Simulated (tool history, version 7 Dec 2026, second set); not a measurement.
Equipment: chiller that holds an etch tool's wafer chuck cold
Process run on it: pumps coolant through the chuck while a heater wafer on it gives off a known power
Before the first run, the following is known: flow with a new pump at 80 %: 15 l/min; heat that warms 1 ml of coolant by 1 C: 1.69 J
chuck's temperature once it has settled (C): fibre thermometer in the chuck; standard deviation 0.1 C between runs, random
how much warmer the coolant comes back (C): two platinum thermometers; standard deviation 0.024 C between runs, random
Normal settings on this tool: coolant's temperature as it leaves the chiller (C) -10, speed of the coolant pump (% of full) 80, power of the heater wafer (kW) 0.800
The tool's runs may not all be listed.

run	hour	coolant's temperature as it leaves the chiller (C)	speed of the coolant pump (% of full)	power of the heater wafer (kW)	chuck's temperature once it has settled (C)	how much warmer the coolant comes back (C)
1	0.0	-10	80	0.800	-1.0	1.92
2	35.3	-10	80	0.800	-1.2	1.93
3	69.1	-10	80	0.800	-1.1	1.97
4	102.1	-10	80	1.127	2.6	2.79
5	133.9	-10	80	0.800	-1.3	1.92
6	168.3	-18	80	0.800	-9.3	1.96
7	202.4	-8	80	0.800	0.9	1.97
# hour 212.1: coolant pump overhauled
8	252.4	-10	80	0.800	-1.0	1.95
9	292.5	-10	80	0.800	-1.1	1.97
10	338.0	-10	80	0.800	-0.8	1.99
11	383.9	-10	80	0.800	-1.1	2.02
12	435.9	-10	80	0.800	-0.9	1.99
13	485.0	-10	80	0.800	-0.8	1.98
# hour 496.1: coolant pump overhauled, once more
14	546.5	-19	80	0.489	-13.4	1.19
15	580.1	-4	62	0.590	4.0	1.80
16	607.0	-4	62	0.590	3.9	1.86
17	653.2	-11	83	0.735	-3.1	1.70
18	693.0	-11	83	0.735	-3.1	1.74
19	742.4	-12	72	0.800	-2.3	2.13
20	793.6	-12	85	1.186	0.5	2.62

Branching from run 20: 5 alternative next runs. What would each branch give?
A	829.3	-8	78	0.578	?	?
B	829.3	-11	79	0.622	?	?
C	829.3	-5	99	0.513	?	?
D	829.3	-12	88	0.800	?	?
E	829.3	-10	99	0.678	?	?

run	chuck's temperature once it has settled (C)	how much warmer the coolant comes back (C)
A	-1.5	1.41
B	-4.0	1.51
C	-0.1	1.00
D	-3.8	1.71
E	-3.5	1.29
Without the tool's hidden state the same runs would have given:
run	chuck's temperature once it has settled (C)	how much warmer the coolant comes back (C)
A	-2.1	1.40
B	-4.7	1.50
C	-0.5	1.00
D	-4.5	1.70
E	-4.1	1.28
